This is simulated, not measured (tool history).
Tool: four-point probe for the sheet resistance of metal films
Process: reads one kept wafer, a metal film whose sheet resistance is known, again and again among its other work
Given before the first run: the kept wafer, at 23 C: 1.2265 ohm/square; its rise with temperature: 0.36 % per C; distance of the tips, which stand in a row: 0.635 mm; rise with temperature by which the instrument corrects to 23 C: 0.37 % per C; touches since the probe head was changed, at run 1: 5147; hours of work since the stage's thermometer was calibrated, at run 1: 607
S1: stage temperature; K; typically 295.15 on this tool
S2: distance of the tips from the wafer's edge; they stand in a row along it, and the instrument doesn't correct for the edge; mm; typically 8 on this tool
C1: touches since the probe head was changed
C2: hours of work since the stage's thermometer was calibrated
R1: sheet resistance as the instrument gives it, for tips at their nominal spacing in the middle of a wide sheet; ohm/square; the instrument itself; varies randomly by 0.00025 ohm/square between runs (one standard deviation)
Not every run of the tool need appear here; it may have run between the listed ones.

Run 1, hour 0.0: usual settings; C1 5147; C2 607. Result: R1 1.225738 ohm/square.
Run 2, hour 104.8: usual settings; C1 6306; C2 659. Result: R1 1.225562 ohm/square.
Run 3, hour 175.1: usual settings; C1 7083; C2 695. Result: R1 1.225864 ohm/square.
Run 4, hour 262.7: usual settings but S2 28 mm; C1 8053; C2 738. Result: R1 1.222244 ohm/square.
Run 5, hour 370.9: usual settings but S2 28 mm; C1 9249; C2 793. Result: R1 1.222175 ohm/square.
Run 6, hour 473.8: usual settings but S1 292.15 K; C1 10388; C2 844. Result: R1 1.226203 ohm/square.
Run 7, hour 572.9: usual settings; C1 11484; C2 894. Result: R1 1.226173 ohm/square.
Run 8, hour 652.3: usual settings; C1 12362; C2 934. Result: R1 1.226657 ohm/square.
Run 9, hour 720.7: usual settings; C1 13118; C2 968. Result: R1 1.226807 ohm/square.
Run 10, hour 773.6: usual settings; C1 13703; C2 994. Result: R1 1.226498 ohm/square.
Run 11, hour 819.2: usual settings; C1 14208; C2 1017. Result: R1 1.226958 ohm/square.
Run 12, hour 919.0: usual settings; C1 15312; C2 1067. Result: R1 1.226789 ohm/square.
Run 13, hour 981.9: usual settings but S2 11 mm; C1 16007; C2 1099. Result: R1 1.225008 ohm/square.
Run 14, hour 1033.1: usual settings but S1 308.15 K; C1 16573; C2 1124. Result: R1 1.226309 ohm/square.
Run 15, hour 1127.3: usual settings but S1 308.15 K; C1 17616; C2 1171. Result: R1 1.226647 ohm/square.
Run 16, hour 1225.7: usual settings; C1 18704; C2 1221. Result: R1 1.227689 ohm/square.
Run 17, hour 1283.9: usual settings; C1 19348; C2 1250. Result: R1 1.227847 ohm/square.
At hour 1289.0: stage's thermometer calibrated.
Run 18, hour 1367.7: usual settings; C1 20269; C2 39. Result: R1 1.228347 ohm/square.
Run 19, hour 1458.7: usual settings; C1 21275; C2 85. Result: R1 1.228133 ohm/square.
Run 20, hour 1561.4: usual settings but S1 292.15 K; C1 22412; C2 136. Result: R1 1.228618 ohm/square.
Run 21, hour 1630.9: usual settings but S1 292.15 K; C1 23181; C2 171. Result: R1 1.229079 ohm/square.
Run 22, hour 1713.3: usual settings but S1 292.15 K; C1 24092; C2 213. Result: R1 1.228875 ohm/square.
At hour 1797.2: stage's thermometer calibrated, once more.
Run 23, hour 1816.3: usual settings but S1 292.15 K; C1 25225; C2 10. Result: R1 1.226275 ohm/square.
Run 24, hour 1913.9: usual settings but S1 292.15 K; C1 26305; C2 58. Result: R1 1.226401 ohm/square.
Run 25, hour 2002.5: usual settings but S1 292.15 K, S2 16 mm; C1 27284; C2 103. Result: R1 1.223203 ohm/square.
Run 26, hour 2060.5: usual settings but S1 292.15 K, S2 15 mm; C1 27927; C2 132. Result: R1 1.223795 ohm/square.
Run 27, hour 2134.8: usual settings; C1 28748; C2 169. Result: R1 1.226617 ohm/square.
Run 28, hour 2228.3: usual settings; C1 29782; C2 216. Result: R1 1.226408 ohm/square.
Run 29, hour 2316.4: usual settings; C1 30757; C2 260. Result: R1 1.227151 ohm/square.
Run 30, hour 2386.4: usual settings; C1 31531; C2 295. Result: R1 1.227121 ohm/square.
Run 31, hour 2449.4: usual settings but S1 291.15 K, S2 16 mm; C1 32228; C2 327. Result: R1 1.224348 ohm/square.
Run 32, hour 2506.4: usual settings but S1 307.15 K, S2 11 mm; C1 32858; C2 355. Result: R1 1.224657 ohm/square.
Run 33, hour 2576.8: usual settings but S1 302.15 K; C1 33637; C2 390. Result: R1 1.227051 ohm/square.
Run 34, hour 2627.2: usual settings but S1 302.15 K; C1 34195; C2 416. Result: R1 1.227074 ohm/square.
Run 35, hour 2696.1: usual settings but S1 306.15 K; C1 34957; C2 450. Result: R1 1.227068 ohm/square.
Run 36, hour 2798.1: usual settings but S1 300.15 K, S2 64 mm; C1 36085; C2 501. Result: R1 1.223334 ohm/square.
Run 37, hour 2868.2: usual settings but S1 291.15 K, S2 10 mm; C1 36860; C2 536. Result: R1 1.226625 ohm/square.
Run 38, hour 2958.5: usual settings but S1 293.15 K, S2 9 mm; C1 37859; C2 582. Result: R1 1.226929 ohm/square.
Run 39, hour 3065.1: usual settings but S1 293.15 K, S2 9 mm; C1 39038; C2 635. Result: R1 1.227308 ohm/square.
Run 40, hour 3126.4: usual settings but S1 300.15 K, S2 23 mm; C1 39717; C2 666. Result: R1 1.224431 ohm/square.
Run 41, hour 3195.2: usual settings but S1 301.15 K, S2 23 mm; C1 40477; C2 700. Result: R1 1.224105 ohm/square.
Run 42, hour 3255.5: usual settings but S1 302.15 K, S2 18 mm; C1 41144; C2 730. Result: R1 1.224842 ohm/square.
Run 43, hour 3302.3: usual settings but S1 300.15 K, S2 7 mm; C1 41661; C2 754. Result: R1 1.229589 ohm/square.
Run 44, hour 3353.1: usual settings but S1 296.15 K, S2 5 mm; C1 42224; C2 779. Result: R1 1.234856 ohm/square.
Run 45, hour 3433.9: usual settings but S1 291.15 K, S2 4 mm; C1 43117; C2 820. Result: R1 1.241444 ohm/square.
Run 46, hour 3526.7: usual settings but S1 296.15 K, S2 27 mm; C1 44144; C2 866. Result: R1 1.225000 ohm/square.

Alternative continuations, all from the tool just after run 46; predict every row:
Run A, hour 3631.2: usual settings but S1 299.15 K, S2 15 mm; C1 45300; C2 919. Result: R1 ?.
Run B, hour 3631.2: usual settings but S2 61 mm; C1 45300; C2 919. Result: R1 ?.
Run C, hour 3631.2: usual settings but S1 306.15 K, S2 51 mm; C1 45300; C2 919. Result: R1 ?.

run        R1
  A  1.225673
  B  1.224893
  C  1.224405
Take away the tool's hidden state, keep each run's random variation, and the runs would have read:
run        R1
  A  1.227310
  B  1.226508
  C  1.226078
